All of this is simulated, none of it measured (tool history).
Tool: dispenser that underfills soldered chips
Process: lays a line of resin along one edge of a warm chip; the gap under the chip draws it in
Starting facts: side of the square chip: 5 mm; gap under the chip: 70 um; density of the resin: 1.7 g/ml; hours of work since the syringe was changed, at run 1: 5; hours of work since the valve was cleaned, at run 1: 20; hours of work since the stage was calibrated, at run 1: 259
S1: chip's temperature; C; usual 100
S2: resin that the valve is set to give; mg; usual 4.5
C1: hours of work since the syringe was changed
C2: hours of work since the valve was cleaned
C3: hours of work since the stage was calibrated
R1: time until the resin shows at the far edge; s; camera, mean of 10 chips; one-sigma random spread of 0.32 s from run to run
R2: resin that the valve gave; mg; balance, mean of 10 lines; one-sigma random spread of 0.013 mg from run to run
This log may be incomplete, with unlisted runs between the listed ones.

run	hour	S1	S2	C1	C2	C3	R1	R2
1	0	100	4.5	5	20	259	18.5	4.46
# hour 2.7: new syringe of resin
2	6	107	4.5	3	24	263	11.4	4.44
3	10.4	107	4.5	6	28	266	15.2	4.45
# hour 12: new syringe of resin
4	18.1	107	4.5	5	34	272	13.8	4.41
# hour 21.3: new syringe of resin
5	27.5	89	4.5	5	40	279	25.8	4.41
# hour 30.8: new syringe of resin
6	34.5	90	4.5	3	46	284	20.4	4.38
7	39.3	90	4.5	6	49	288	28.8	4.39
# hour 40.2: new syringe of resin
8	47.7	90	4.5	6	55	294	26.9	4.37
# hour 49.7: new syringe of resin
# hour 52.3: dispensing valve cleaned and set on the balance
9	58.9	90	4.5	6	5	302	27.8	4.5
# hour 60: new syringe of resin
10	67.1	90	4.5	5	11	308	25.5	4.46
# hour 69.2: new syringe of resin
11	77.7	90	4.5	6	19	315	28	4.45
# hour 78.7: new syringe of resin
12	85.3	100	4.5	5	25	321	17.4	4.44
# hour 88: new syringe of resin
13	96.1	100	4.5	6	33	329	19.9	4.4
# hour 97.4: new syringe of resin
14	105.3	107	4.79	6	39	336	14.6	4.7
# hour 106.4: new syringe of resin
15	110.7	104	4.45	3	43	340	13.1	4.35
# hour 116.2: new syringe of resin
16	120.7	97	4.5	3	51	347	16.8	4.38
# hour 125.9: new syringe of resin
17	127.2	110	5.89	1	55	352	8.5	5.7
# hour 131.6: dispensing valve cleaned and set on the balance
# hour 136.2: new syringe of resin
18	139.4	102	5.74	2	6	360	13	5.7

Run 19, settings as shown, results not yet in. Your forecast:
# hour 145.8: new syringe of resin
19	148	100	5.72	2	12	367	?	?

Run 19 measured R1 12.6 s, R2 5.65 mg.
Were there no unlogged condition in the tool, this run, its random variation unchanged, would have produced R1 11.8 s, R2 5.7 mg.
